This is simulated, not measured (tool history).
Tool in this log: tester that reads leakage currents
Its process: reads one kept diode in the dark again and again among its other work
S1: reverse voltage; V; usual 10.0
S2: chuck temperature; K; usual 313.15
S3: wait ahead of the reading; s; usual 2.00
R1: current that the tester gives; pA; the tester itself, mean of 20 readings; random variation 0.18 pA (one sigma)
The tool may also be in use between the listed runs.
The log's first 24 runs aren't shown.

run    hour    S1      S2    S3      R1
 25  2234.2  12.8  313.15  0.74   87.49
 26  2285.8  10.0  299.15  2.38   37.87
 27  2369.5  10.0  299.15  2.38   38.22
 28  2455.5  10.0  299.15  2.38   38.34
 29  2533.5  10.0  299.15  2.38   38.50
 30  2596.2   2.7  313.15  2.00   30.07
 31  2648.4   3.9  297.15  0.46   20.02
 32  2748.0  10.0  321.15  1.20  107.79
 33  2862.3   3.0  306.15  1.35   22.25
 34  2920.8   2.5  311.15  0.42   27.54
 35  3027.3  14.7  315.15  0.42  112.71
 36  3086.9  14.7  315.15  0.42  113.61
 37  3144.3  14.7  330.15  2.63  218.09
 38  3235.3  14.7  330.15  2.63  218.72
 39  3308.2   1.4  303.15  4.13   11.32
 40  3405.5  10.6  316.15  0.98   88.56

4 ways to go on from here, each from the tool as it stands after run 40. What would each give?
  A  3499.0   1.6  299.15  2.76   ?
  B  3499.0   1.2  316.15  0.98   ?
  C  3499.0  10.6  308.15  0.31   ?
  D  3499.0   5.0  313.15  2.00   ?

run     R1
  A  10.10
  B  21.74
  C  71.36
  D  45.04
With the hidden condition removed and each run's random variation left untouched, the same runs would have given:
run     R1
  A   7.50
  B  21.31
  C  52.83
  D  38.20

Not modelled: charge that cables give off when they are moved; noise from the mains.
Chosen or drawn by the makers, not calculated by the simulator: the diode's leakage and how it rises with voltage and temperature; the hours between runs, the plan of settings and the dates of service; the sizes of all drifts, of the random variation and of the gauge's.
